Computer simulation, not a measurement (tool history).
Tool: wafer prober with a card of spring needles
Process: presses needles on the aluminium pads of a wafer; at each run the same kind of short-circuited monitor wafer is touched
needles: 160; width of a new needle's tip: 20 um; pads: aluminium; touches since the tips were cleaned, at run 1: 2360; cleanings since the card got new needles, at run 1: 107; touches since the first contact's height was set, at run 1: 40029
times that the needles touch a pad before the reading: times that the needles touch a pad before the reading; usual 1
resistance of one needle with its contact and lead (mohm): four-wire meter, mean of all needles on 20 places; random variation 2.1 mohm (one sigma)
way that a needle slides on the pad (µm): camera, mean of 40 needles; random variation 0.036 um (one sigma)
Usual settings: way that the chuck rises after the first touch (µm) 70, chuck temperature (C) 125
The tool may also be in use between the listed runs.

| run | hour | way that the chuck rises after the first touch (µm) | chuck temperature (C) | times that the needles touch a pad before the reading | touches since the tips were cleaned | cleanings since the card got new needles | touches since the first contact's height was set | resistance of one needle with its contact and lead (mohm) | way that a needle slides on the pad (µm) |
|---|---|---|---|---|---|---|---|---|---|
| 1 | 0 | 70 | 125 | 1 | 2360 | 107 | 40029 | 299 | 16.54 |
|  | 2 | tips cleaned on abrasive film |
|  | 11.6 | tips cleaned on abrasive film |
|  | 19.3 | tips cleaned on abrasive film |
|  | 26.9 | tips cleaned on abrasive film |
|  | 34.6 | tips cleaned on abrasive film |
|  | 42.3 | tips cleaned on abrasive film |
|  | 50 | tips cleaned on abrasive film |
|  | 57.7 | tips cleaned on abrasive film |
|  | 67.3 | tips cleaned on abrasive film |
|  | 74.9 | tips cleaned on abrasive film |
|  | 82.6 | tips cleaned on abrasive film |
| 2 | 85.1 | 70 | 125 | 2 | 836 | 118 | 68792 | 286 | 16.43 |
|  | 90.9 | tips cleaned on abrasive film |
|  | 98.5 | tips cleaned on abrasive film |
|  | 106.2 | tips cleaned on abrasive film |
|  | 115.8 | tips cleaned on abrasive film |
|  | 123.5 | tips cleaned on abrasive film |
|  | 131.2 | tips cleaned on abrasive film |
|  | 140.7 | tips cleaned on abrasive film |
|  | 148.4 | tips cleaned on abrasive film |
|  | 158 | tips cleaned on abrasive film |
|  | 165.7 | tips cleaned on abrasive film |
| 3 | 172 | 70 | 125 | 1 | 2169 | 128 | 98237 | 298 | 16.21 |
|  | 174 | tips cleaned on abrasive film |
|  | 183.6 | tips cleaned on abrasive film |
|  | 191.3 | tips cleaned on abrasive film |
|  | 199 | tips cleaned on abrasive film |
|  | 208.6 | tips cleaned on abrasive film |
| 4 | 216 | 70 | 125 | 1 | 2551 | 133 | 113129 | 301 | 16.21 |
|  | 218 | tips cleaned on abrasive film |
|  | 225.7 | tips cleaned on abrasive film |
|  | 233.4 | tips cleaned on abrasive film |
|  | 241.1 | tips cleaned on abrasive film |
|  | 250.6 | tips cleaned on abrasive film |
|  | 258.3 | tips cleaned on abrasive film |
|  | 267.9 | tips cleaned on abrasive film |
|  | 277.5 | tips cleaned on abrasive film |
|  | 285.4 | height of the first contact set anew |
|  | 287.4 | tips cleaned on abrasive film |
| 5 | 287.5 | 59 | 125 | 1 | 39 | 142 | 689 | 290 | 13.24 |
|  | 295.2 | tips cleaned on abrasive film |
|  | 304.8 | tips cleaned on abrasive film |
|  | 314.3 | tips cleaned on abrasive film |
|  | 322 | tips cleaned on abrasive film |
|  | 329.7 | tips cleaned on abrasive film |
|  | 337.4 | tips cleaned on abrasive film |
|  | 345.1 | tips cleaned on abrasive film |
|  | 354.7 | tips cleaned on abrasive film |
|  | 364.2 | tips cleaned on abrasive film |
| 6 | 369.9 | 70 | 125 | 1 | 1946 | 151 | 28623 | 304 | 15.7 |
|  | 373.8 | tips cleaned on abrasive film |
|  | 381.5 | tips cleaned on abrasive film |
|  | 389.2 | tips cleaned on abrasive film |
|  | 396.9 | tips cleaned on abrasive film |
|  | 404.5 | tips cleaned on abrasive film |
|  | 414.1 | tips cleaned on abrasive film |
|  | 421.8 | tips cleaned on abrasive film |
| 7 | 425.3 | 70 | 125 | 1 | 1200 | 158 | 47359 | 297 | 15.62 |
|  | 431.1 | tips cleaned on abrasive film |
|  | 440.7 | tips cleaned on abrasive film |
|  | 450.3 | tips cleaned on abrasive film |
|  | 457.9 | tips cleaned on abrasive film |
|  | 467.5 | tips cleaned on abrasive film |
| 8 | 469.4 | 70 | 125 | 1 | 658 | 163 | 62305 | 291 | 15.59 |
|  | 477.1 | tips cleaned on abrasive film |
|  | 484.8 | tips cleaned on abrasive film |
|  | 492.4 | tips cleaned on abrasive film |
|  | 500.1 | tips cleaned on abrasive film |
|  | 507.8 | tips cleaned on abrasive film |
|  | 517.4 | tips cleaned on abrasive film |
|  | 527 | tips cleaned on abrasive film |
|  | 534.7 | tips cleaned on abrasive film |
|  | 542.3 | tips cleaned on abrasive film |
|  | 550 | tips cleaned on abrasive film |
|  | 558.5 | tips cleaned on abrasive film |
| 9 | 558.5 | 73 | 125 | 1 | 0 | 174 | 92435 | 283 | 16.16 |
|  | 568.1 | tips cleaned on abrasive film |
|  | 575.8 | tips cleaned on abrasive film |
|  | 583.4 | tips cleaned on abrasive film |
|  | 591.1 | tips cleaned on abrasive film |
|  | 598.8 | tips cleaned on abrasive film |
|  | 606.5 | tips cleaned on abrasive film |
| 10 | 612.4 | 73 | 125 | 1 | 2031 | 180 | 110701 | 301 | 16.08 |
|  | 614.4 | tips cleaned on abrasive film |
|  | 622.1 | tips cleaned on abrasive film |
|  | 629.8 | tips cleaned on abrasive film |
|  | 639.4 | tips cleaned on abrasive film |
|  | 649 | tips cleaned on abrasive film |
| 11 | 653.1 | 89 | 125 | 1 | 1426 | 185 | 124467 | 293 | 19.76 |
|  | 657 | tips cleaned on abrasive film |
|  | 664.7 | tips cleaned on abrasive film |
|  | 670.7 | height of the first contact set anew, once more |
|  | 674.6 | tips cleaned on abrasive film |
|  | 684.2 | tips cleaned on abrasive film |
|  | 691.8 | tips cleaned on abrasive film |
|  | 701.4 | tips cleaned on abrasive film |
|  | 709.1 | tips cleaned on abrasive film |
|  | 718.7 | tips cleaned on abrasive film |
|  | 726.4 | tips cleaned on abrasive film |
|  | 734.1 | tips cleaned on abrasive film |
|  | 743.6 | tips cleaned on abrasive film |
| 12 | 746 | 70 | 29 | 1 | 814 | 196 | 25493 | 268 | 16.61 |
|  | 751.8 | tips cleaned on abrasive film |
|  | 761.4 | tips cleaned on abrasive film |
|  | 769.1 | tips cleaned on abrasive film |
|  | 776.7 | tips cleaned on abrasive film |
|  | 786.3 | tips cleaned on abrasive film |
| 13 | 786.7 | 70 | 37 | 1 | 137 | 201 | 39268 | 265 | 16.47 |
|  | 794.4 | tips cleaned on abrasive film |
|  | 802.1 | tips cleaned on abrasive film |
|  | 809.8 | tips cleaned on abrasive film |
|  | 817.5 | tips cleaned on abrasive film |
|  | 826.5 | tips cleaned on abrasive film |
| 14 | 826.5 | 70 | 37 | 1 | 0 | 206 | 52706 | 259 | 16.49 |
|  | 834.1 | tips cleaned on abrasive film |
|  | 843.7 | tips cleaned on abrasive film |
|  | 853.3 | tips cleaned on abrasive film |
|  | 861 | tips cleaned on abrasive film |
| 15 | 867.6 | 70 | 125 | 3 | 2278 | 210 | 66674 | 292 | 16.41 |
|  | 869.6 | tips cleaned on abrasive film |
|  | 879.2 | tips cleaned on abrasive film |
|  | 888.8 | tips cleaned on abrasive film |
|  | 898.4 | tips cleaned on abrasive film |
|  | 908 | tips cleaned on abrasive film |
|  | 917.5 | tips cleaned on abrasive film |
| 16 | 919.2 | 70 | 110 | 2 | 582 | 216 | 84143 | 282 | 16.35 |
|  | 926.9 | tips cleaned on abrasive film |
|  | 934.6 | tips cleaned on abrasive film |
|  | 942.3 | tips cleaned on abrasive film |
|  | 951.9 | tips cleaned on abrasive film |
|  | 959.5 | tips cleaned on abrasive film |
|  | 967.2 | tips cleaned on abrasive film |
| 17 | 968.6 | 53 | 125 | 1 | 460 | 222 | 100840 | 300 | 12.2 |
|  | 976.3 | tips cleaned on abrasive film |
|  | 985.8 | tips cleaned on abrasive film |
|  | 995.4 | tips cleaned on abrasive film |
|  | 1003.1 | tips cleaned on abrasive film |
|  | 1012.7 | tips cleaned on abrasive film |
|  | 1022.3 | tips cleaned on abrasive film |
|  | 1029.9 | tips cleaned on abrasive film |
|  | 1039.5 | tips cleaned on abrasive film |
| 18 | 1043.3 | 70 | 35 | 1 | 1306 | 230 | 126177 | 271 | 16.13 |
|  | 1047.3 | tips cleaned on abrasive film |
|  | 1055 | tips cleaned on abrasive film |
|  | 1062.6 | tips cleaned on abrasive film |
|  | 1070.3 | tips cleaned on abrasive film |
|  | 1074.4 | height of the first contact set anew |
|  | 1080.2 | tips cleaned on abrasive film |
| 19 | 1086.7 | 58 | 67 | 1 | 2233 | 235 | 4182 | 300 | 13.79 |
|  | 1088.7 | tips cleaned on abrasive film |
|  | 1096.4 | tips cleaned on abrasive film |
|  | 1104.1 | tips cleaned on abrasive film |
|  | 1113.7 | tips cleaned on abrasive film |
|  | 1121.4 | tips cleaned on abrasive film |
|  | 1129 | tips cleaned on abrasive film |
|  | 1136.7 | tips cleaned on abrasive film |
|  | 1144.4 | tips cleaned on abrasive film |
|  | 1154 | tips cleaned on abrasive film |
| 20 | 1157.8 | 70 | 125 | 1 | 1314 | 244 | 28228 | 297 | 16.58 |
|  | 1163.5 | tips cleaned on abrasive film |
|  | 1171.2 | tips cleaned on abrasive film |
|  | 1178.9 | tips cleaned on abrasive film |
|  | 1188.5 | tips cleaned on abrasive film |
|  | 1198 | tips cleaned on abrasive film |
| 21 | 1200.7 | 78 | 125 | 1 | 914 | 249 | 42743 | 287 | 18.46 |

3 ways to go on from here, each from the tool as it stands after run 21. What would each give?
|  | 1206.5 | tips cleaned on abrasive film |
|  | 1216.1 | tips cleaned on abrasive film |
|  | 1225.7 | tips cleaned on abrasive film |
|  | 1233.3 | tips cleaned on abrasive film |
|  | 1241 | tips cleaned on abrasive film |
|  | 1248.7 | tips cleaned on abrasive film |
|  | 1258.3 | tips cleaned on abrasive film |
|  | 1267.9 | tips cleaned on abrasive film |
|  | 1277.4 | tips cleaned on abrasive film |
|  | 1285.1 | tips cleaned on abrasive film |
| A | 1288.1 | 78 | 119 | 3 | 1033 | 259 | 72353 | ? | ? |
|  | 1206.5 | tips cleaned on abrasive film |
|  | 1216.1 | tips cleaned on abrasive film |
|  | 1225.7 | tips cleaned on abrasive film |
|  | 1233.3 | tips cleaned on abrasive film |
|  | 1241 | tips cleaned on abrasive film |
|  | 1248.7 | tips cleaned on abrasive film |
|  | 1258.3 | tips cleaned on abrasive film |
|  | 1267.9 | tips cleaned on abrasive film |
|  | 1277.4 | tips cleaned on abrasive film |
|  | 1285.1 | tips cleaned on abrasive film |
| B | 1288.1 | 52 | 34 | 1 | 1033 | 259 | 72353 | ? | ? |
|  | 1206.5 | tips cleaned on abrasive film |
|  | 1216.1 | tips cleaned on abrasive film |
|  | 1225.7 | tips cleaned on abrasive film |
|  | 1233.3 | tips cleaned on abrasive film |
|  | 1241 | tips cleaned on abrasive film |
|  | 1248.7 | tips cleaned on abrasive film |
|  | 1258.3 | tips cleaned on abrasive film |
|  | 1267.9 | tips cleaned on abrasive film |
|  | 1277.4 | tips cleaned on abrasive film |
|  | 1285.1 | tips cleaned on abrasive film |
| C | 1288.1 | 61 | 103 | 1 | 1033 | 259 | 72353 | ? | ? |

| run | resistance of one needle with its contact and lead (mohm) | way that a needle slides on the pad (µm) |
|---|---|---|
| A | 282 | 18.3 |
| B | 282 | 12.08 |
| C | 296 | 14.23 |
Without the tool's hidden state the same runs would have given:
| run | resistance of one needle with its contact and lead (mohm) | way that a needle slides on the pad (µm) |
|---|---|---|
| A | 275 | 18.62 |
| B | 254 | 12.4 |
| C | 276 | 14.55 |

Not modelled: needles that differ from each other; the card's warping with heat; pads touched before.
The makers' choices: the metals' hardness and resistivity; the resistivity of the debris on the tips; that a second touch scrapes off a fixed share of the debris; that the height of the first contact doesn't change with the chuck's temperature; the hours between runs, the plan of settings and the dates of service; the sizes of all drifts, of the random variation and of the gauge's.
